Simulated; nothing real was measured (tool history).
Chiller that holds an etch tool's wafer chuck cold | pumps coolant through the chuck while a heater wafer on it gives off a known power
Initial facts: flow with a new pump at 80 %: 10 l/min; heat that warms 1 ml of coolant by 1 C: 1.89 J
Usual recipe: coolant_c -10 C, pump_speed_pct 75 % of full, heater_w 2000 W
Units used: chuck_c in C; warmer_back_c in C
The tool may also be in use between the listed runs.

run    hour  coolant_c  pump_speed_pct  heater_w  chuck_c  warmer_back_c
  1     0.0        -10              75      2000      6.3           6.75
  2   209.9        -10              75      2000      6.3           6.88
  3   336.1        -10              75      1997      6.3           6.77
  4   529.5        -10              75      1997      6.2           6.77
  5   658.8        -10              75      1997      6.1           6.78
  6   767.7        -10              75      1997      6.3           6.81
  7   958.0        -10              75      1997      6.4           6.79
  8  1110.7        -10              75      1997      6.5           6.73
  9  1256.1        -18              75      2000     -1.4           6.82
 10  1423.1        -10              75      2000      6.7           6.77
 11  1607.7        -10              75      2000      6.5           6.84
 12  1737.5        -10              75      2000      6.7           6.87
 13  1945.4        -10              75      2000      6.6           6.88
 14  2124.0        -10              75      2000      6.8           6.83
 15  2346.0        -10              75      2000      6.9           6.87
 16  2482.5        -10              75      2000      7.1           6.92
     2502.2  -- coolant pump overhauled
 17  2642.7        -10              88      1857      4.5           5.47
 18  2795.6        -10              88      1857      4.7           5.42
 19  2963.7        -20              75      1141    -10.2           3.94
     3011.1  -- coolant pump overhauled, once more
 20  3144.0        -10              70      1551      3.8           5.61
 21  3253.4        -10              70      1551      4.1           5.60
 22  3403.0        -18              98      1144     -9.4           2.99
 23  3540.0         -8              73      1768      7.7           6.14
 24  3755.2         -3              77      2737     20.4           9.12
 25  3946.6         -9              75      1767      6.4           5.97
 26  4164.9         -7              75      1262      4.2           4.32
 27  4366.3         -7              75      1262      4.4           4.30
 28  4548.6        -10              67      1327      2.6           5.10
 29  4654.8        -18              75      1231     -6.8           4.19
 30  4812.0        -12              74      1536      2.0           5.31
 31  4958.4        -13              76      2000      4.8           6.74
 32  5053.4         -8              63      2980     21.2          12.16

3 ways to go on from here, each from the tool as it stands after run 32. What would each give?
  A  5226.8        -14              76      1820        ?              ?
  B  5226.8        -14              98      2000        ?              ?
  C  5226.8         -8              77      1963        ?              ?

run  chuck_c  warmer_back_c
  A      2.2           6.18
  B      1.6           5.29
  C      9.6           6.60
The same runs, with their run-to-run variation unchanged, on a tool lacking any hidden condition would have given:
run  chuck_c  warmer_back_c
  A      0.1           6.09
  B     -0.4           5.21
  C      7.4           6.50
